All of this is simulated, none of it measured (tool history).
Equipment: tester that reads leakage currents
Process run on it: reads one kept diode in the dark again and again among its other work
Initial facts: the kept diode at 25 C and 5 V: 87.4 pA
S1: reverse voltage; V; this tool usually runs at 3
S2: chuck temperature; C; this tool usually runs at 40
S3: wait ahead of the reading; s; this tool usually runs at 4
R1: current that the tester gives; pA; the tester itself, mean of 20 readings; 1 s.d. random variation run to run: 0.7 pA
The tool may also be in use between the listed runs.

run,hour,S1,S2,S3,R1
1,0,3,40,4,219.84
2,43.8,3,40,4,220.12
3,94,3,40,4,220.12
4,122,3,40,4,218.27
5,158.1,3,40,4,236.1
6,202,3,40,4,235.69
7,266.6,3,40,4,234.81
8,309.8,3,33,4,136.42
9,357.7,3,40,4,234.84
10,388.5,2.04,51,6.25,437.79
11,423.7,1.29,55,0.37,468.78
12,458.9,15.91,40,4,530.17
13,498.3,4.15,40,0.48,277.88
14,528.8,4.98,21,0.61,70.38
15,594.4,1.76,24,0.61,51.95
16,637.8,18.97,40,1.36,584.13
17,690.1,18.97,40,1.36,585.39

Between the runs listed above, the log contained 1 entry, not reproduced here. Where in the sequence does each belong, and how does what the log doesn't record of the tool's condition differ from the listed run before to the listed run after?
In the gap between runs 4 and 5: chuck's temperature calibrated (hour 136.1)
  stray current of the dirty probe card, pA a volt: 0.737 -> 0.772; current scale over the true one, %: 0.29 -> 0.31; true chuck temperature over the reading, C: -0.81 -> 0.06
  measured minus no-state result, R1: -11.14 -> +4.06 pA
